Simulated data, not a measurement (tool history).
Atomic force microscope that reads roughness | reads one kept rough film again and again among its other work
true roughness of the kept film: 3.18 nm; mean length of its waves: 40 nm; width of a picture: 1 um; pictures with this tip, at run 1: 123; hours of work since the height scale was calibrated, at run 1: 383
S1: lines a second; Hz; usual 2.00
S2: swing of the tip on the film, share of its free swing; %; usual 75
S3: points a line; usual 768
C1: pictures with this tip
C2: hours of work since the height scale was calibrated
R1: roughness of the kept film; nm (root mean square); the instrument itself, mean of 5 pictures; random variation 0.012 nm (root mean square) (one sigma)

run,hour,S1,S2,S3,C1,C2,R1
1,0.0,2.00,75,768,123,383,2.460
2,12.5,2.00,75,768,133,389,2.416
3,29.2,2.00,75,768,148,396,2.409
4,45.1,2.00,75,768,161,403,2.379
5,61.8,2.00,64,768,175,410,2.470
6,85.1,2.00,64,768,195,420,2.436
7,100.5,1.80,75,768,208,426,2.326
# hour 102.6: new tip fitted
8,118.1,1.80,75,768,13,434,2.711
9,135.5,2.00,75,768,28,441,2.640
10,152.9,2.00,81,768,42,449,2.521
11,170.7,2.00,81,768,58,456,2.474
12,181.1,2.38,81,768,66,461,2.416
13,192.8,2.38,81,768,76,466,2.387
14,215.9,2.00,61,768,96,476,2.640
15,235.3,2.00,61,768,112,484,2.605
16,245.4,2.00,61,768,121,489,2.616
17,258.1,2.00,75,615,132,494,2.424
18,280.7,2.00,67,975,151,504,2.487
19,293.2,2.00,71,900,162,509,2.407
# hour 295.8: height scale calibrated on a step standard
20,309.6,2.00,71,900,175,6,2.396
21,326.9,1.37,65,768,189,13,2.474
22,337.6,2.00,84,363,199,18,2.175
23,348.7,2.00,84,363,208,23,2.148
# hour 351.3: new tip fitted
24,362.1,1.27,75,934,9,28,2.773
25,377.4,0.64,75,935,22,35,2.826
26,396.4,0.64,75,935,38,43,2.794
# hour 409.4: height scale calibrated on a step standard, once more
27,410.9,0.60,59,768,50,1,2.835
28,433.7,0.60,59,768,69,10,2.781
29,451.7,0.60,59,768,84,18,2.779
30,474.4,2.39,69,406,104,28,2.517
31,494.4,2.39,69,406,121,37,2.485
32,507.3,2.00,85,306,132,42,2.270
33,528.3,2.00,85,306,149,51,2.248
34,538.7,2.98,75,768,158,56,2.285

Hidden state or all else? Some run-to-run changes of R1, split into what the settings, what came in and random variation would give without the hidden state, and what is left for the hidden state (with any gauge scatter that isn't in both results):
The hidden state here: radius of the tip, nm; height scale over the true one, %; drift of the gauge itself on roughness_nm, %.
Run 7 -> 8: new tip fitted. R1 +0.385 nm (root mean square): hidden state +0.369, all else +0.016.
Run 13 -> 14: S1 2.38 -> 2.00, S2 81 -> 61. R1 +0.253 nm (root mean square): hidden state -0.061, all else +0.314.
Run 21 -> 22: S1 1.37 -> 2.00, S2 65 -> 84, S3 768 -> 363. R1 -0.299 nm (root mean square): hidden state +0.033, all else -0.332.
Run 23 -> 24: S1 2.00 -> 1.27, S2 84 -> 75, S3 363 -> 934, new tip fitted. R1 +0.625 nm (root mean square): hidden state +0.351, all else +0.274.

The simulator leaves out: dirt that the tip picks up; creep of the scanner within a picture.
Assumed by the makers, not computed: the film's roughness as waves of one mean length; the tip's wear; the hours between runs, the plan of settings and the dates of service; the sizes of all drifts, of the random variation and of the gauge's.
